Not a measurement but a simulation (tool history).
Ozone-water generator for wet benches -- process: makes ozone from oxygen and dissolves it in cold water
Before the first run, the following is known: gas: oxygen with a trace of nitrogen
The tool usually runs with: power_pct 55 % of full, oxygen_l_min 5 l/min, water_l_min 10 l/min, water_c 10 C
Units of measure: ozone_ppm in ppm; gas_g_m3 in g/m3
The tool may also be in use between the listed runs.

run	hour	power_pct	oxygen_l_min	water_l_min	water_c	ozone_ppm	gas_g_m3
1	0	55	5	10	10	18.5	122.9
2	111.5	55	5	10	10	18.6	120.6
3	274.9	55	2.95	10	10	19.6	169.4
4	352.3	55	2.95	10	10	19.4	167.8
5	421.8	55	2.95	10	10	19.3	168.3
6	585.3	55	2.95	10	10	19.5	169.9
7	685.1	55	2.95	10	10	19.4	168.9
8	827	55	2.95	10	10	19.5	170.4
9	926.7	77	3.56	10	10	25.1	200.2
10	998	77	3.56	10	10	25.2	198.5
# hour 1039.6: water thermometer calibrated
11	1163	55	7.13	7	10	21.1	98
12	1232	55	7.13	16	10	12	98.7
13	1304.6	83	5	10	10	25.9	171.7
14	1386	83	5	10	10	26	172.2
# hour 1404.2: contactor cleaned
15	1525.3	83	5	10	10	26.1	172.1
16	1675.9	40	5.59	11	13	12.2	88.2

Each row is a separate what-if for the run after 16, all from the same tool condition, not one after another. Results?
A	1800.5	55	5	15	10	?	?
B	1800.5	95	5.59	10	13	?	?
C	1800.5	55	2.52	13	10	?	?

run	ozone_ppm	gas_g_m3
A	13.3	122.7
B	26.8	180.7
C	15.3	186.5
Had the tool no hidden state, the same runs would have come out as:
run	ozone_ppm	gas_g_m3
A	13.3	122.8
B	26.8	180.9
C	15.3	186.7

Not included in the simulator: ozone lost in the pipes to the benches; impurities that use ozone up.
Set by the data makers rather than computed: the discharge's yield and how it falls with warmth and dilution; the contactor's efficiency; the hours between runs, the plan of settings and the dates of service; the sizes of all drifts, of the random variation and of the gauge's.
